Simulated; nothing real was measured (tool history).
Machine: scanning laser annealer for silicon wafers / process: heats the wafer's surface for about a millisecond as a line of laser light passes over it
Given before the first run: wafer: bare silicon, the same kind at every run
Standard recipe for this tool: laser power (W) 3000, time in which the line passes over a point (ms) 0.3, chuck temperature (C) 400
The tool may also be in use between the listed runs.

run	hour	laser power (W)	time in which the line passes over a point (ms)	chuck temperature (C)	highest temperature of the surface (C)
1	0	3000	0.3	400	1162
# hour 8.2: window over the wafer cleaned
2	67.1	3000	0.3	400	1138
3	121.5	3000	0.3	400	1135
4	155.9	3000	0.239	400	1048
5	208.2	3000	0.3	400	1132
6	259.8	3000	0.3	400	1128
7	293	3000	0.3	400	1127
8	363.9	3000	0.3	400	1123
# hour 407.5: window over the wafer cleaned, once more
9	421.4	3000	0.3	400	1217
10	490.1	3000	0.3	400	1212
11	557.9	3000	0.3	400	1212
12	608.1	3000	0.3	400	1210
13	657.2	3172	0.254	397	1184
14	691.6	3172	0.311	405	1282
15	724.5	3172	0.311	405	1278
16	778.5	3172	0.311	405	1278
17	813	3084	0.295	412	1225
18	869.2	2670	0.369	374	1141
19	906.4	2670	0.369	395	1162
20	939.3	2693	0.228	412	1006
21	970.1	3000	0.3	404	1192
22	1008.3	3227	0.297	392	1242
23	1045.1	2798	0.278	400	1089

Forecast each of these 4 alternatives for the next run:
A	1111.2	2828	0.34	400	?
B	1111.2	2678	0.309	380	?
C	1111.2	3120	0.278	400	?
D	1111.2	3154	0.278	400	?

run	highest temperature of the surface (C)
A	1174
B	1070
C	1184
D	1193
Take away the tool's hidden state, keep each run's random variation, and the runs would have read:
run	highest temperature of the surface (C)
A	1226
B	1117
C	1237
D	1247

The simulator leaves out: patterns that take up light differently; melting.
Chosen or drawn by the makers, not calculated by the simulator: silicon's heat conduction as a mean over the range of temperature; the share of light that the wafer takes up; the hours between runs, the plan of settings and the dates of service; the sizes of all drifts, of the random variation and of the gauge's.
